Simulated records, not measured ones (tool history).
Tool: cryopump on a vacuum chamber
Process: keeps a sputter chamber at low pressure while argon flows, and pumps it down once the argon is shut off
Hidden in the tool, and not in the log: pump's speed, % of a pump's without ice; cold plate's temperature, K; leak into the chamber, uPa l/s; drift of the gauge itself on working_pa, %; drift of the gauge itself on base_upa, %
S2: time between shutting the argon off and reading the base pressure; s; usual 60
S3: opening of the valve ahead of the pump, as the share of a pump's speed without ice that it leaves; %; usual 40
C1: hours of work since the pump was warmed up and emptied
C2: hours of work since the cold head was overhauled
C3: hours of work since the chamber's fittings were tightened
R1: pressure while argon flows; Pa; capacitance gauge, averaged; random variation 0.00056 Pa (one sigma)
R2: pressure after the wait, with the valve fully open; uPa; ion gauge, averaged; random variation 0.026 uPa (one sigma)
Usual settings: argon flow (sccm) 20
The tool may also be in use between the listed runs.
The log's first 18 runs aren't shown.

Run 19, day 7.971: usual settings but argon flow (sccm) 18, S2 45 s; C1 299; C2 299; C3 881. Result: R1 0.0685 Pa, R2 2.57 uPa.
Run 20, day 8.517: usual settings but S2 122 s, S3 32 %; C1 306; C2 306; C3 887. Result: R1 0.0925 Pa, R2 1.81 uPa.
Run 21, day 9.162: usual settings but argon flow (sccm) 16, S2 85 s, S3 51 %; C1 313; C2 313; C3 895. Result: R1 0.0506 Pa, R2 2.04 uPa.
Run 22, day 9.754: usual settings but S2 70 s, S3 29 %; C1 320; C2 320; C3 901. Result: R1 0.1022 Pa, R2 2.25 uPa.
Run 23, day 10.029: usual settings but argon flow (sccm) 15, S2 136 s, S3 28 %; C1 323; C2 323; C3 904. Result: R1 0.0785 Pa, R2 1.83 uPa.
Run 24, day 10.583: usual settings but argon flow (sccm) 15, S2 136 s, S3 28 %; C1 329; C2 329; C3 911. Result: R1 0.0792 Pa, R2 1.78 uPa.
At day 11.067: pump warmed up, emptied and cooled again.
Run 25, day 11.288: usual settings but S2 134 s, S3 24 %; C1 3; C2 335; C3 916. Result: R1 0.1097 Pa, R2 1.45 uPa.
Run 26, day 11.7: usual settings but S2 29 s, S3 16 %; C1 7; C2 339; C3 921. Result: R1 0.1646 Pa, R2 2.83 uPa.
Run 27, day 12.008: usual settings but argon flow (sccm) 29, S2 54 s, S3 16 %; C1 11; C2 343; C3 924. Result: R1 0.2366 Pa, R2 2.04 uPa.
Run 28, day 12.421: usual settings but argon flow (sccm) 29, S2 54 s, S3 16 %; C1 15; C2 347; C3 929. Result: R1 0.24 Pa, R2 2.01 uPa.
Run 29, day 12.842: usual settings but argon flow (sccm) 17, S3 44 %; C1 20; C2 352; C3 934. Result: R1 0.0523 Pa, R2 1.94 uPa.
Run 30, day 13.296: usual settings but argon flow (sccm) 17, S3 44 %; C1 25; C2 357; C3 939. Result: R1 0.0517 Pa, R2 1.99 uPa.
Run 31, day 13.942: usual settings but argon flow (sccm) 15, S2 183 s; C1 33; C2 365; C3 946. Result: R1 0.0499 Pa, R2 1.43 uPa.
Run 32, day 14.262: usual settings but argon flow (sccm) 17, S2 50 s; C1 36; C2 368; C3 950. Result: R1 0.0571 Pa, R2 2.18 uPa.
Run 33, day 14.792: usual settings but argon flow (sccm) 17, S2 181 s; C1 42; C2 374; C3 956. Result: R1 0.0567 Pa, R2 1.38 uPa.
Run 34, day 15.121: usual settings but argon flow (sccm) 17, S2 76 s, S3 17 %; C1 46; C2 378; C3 960. Result: R1 0.1332 Pa, R2 1.8 uPa.

Forecast each of these 3 alternatives for the next run:
Run A, day 15.696: usual settings but argon flow (sccm) 8; C1 53; C2 385; C3 966. Result: R1 ?, R2 ?.
Run B, day 15.696: usual settings but argon flow (sccm) 36, S2 133 s, S3 44 %; C1 53; C2 385; C3 966. Result: R1 ?, R2 ?.
Run C, day 15.696: usual settings but argon flow (sccm) 36, S2 32 s, S3 24 %; C1 53; C2 385; C3 966. Result: R1 ?, R2 ?.

run      R1    R2
  A  0.0262  2.05
  B  0.1109   1.5
  C  0.2003  2.74
Without the tool's hidden state the same runs would have given:
run      R1    R2
  A  0.0255  1.12
  B  0.1079  0.62
  C  0.1973  1.83
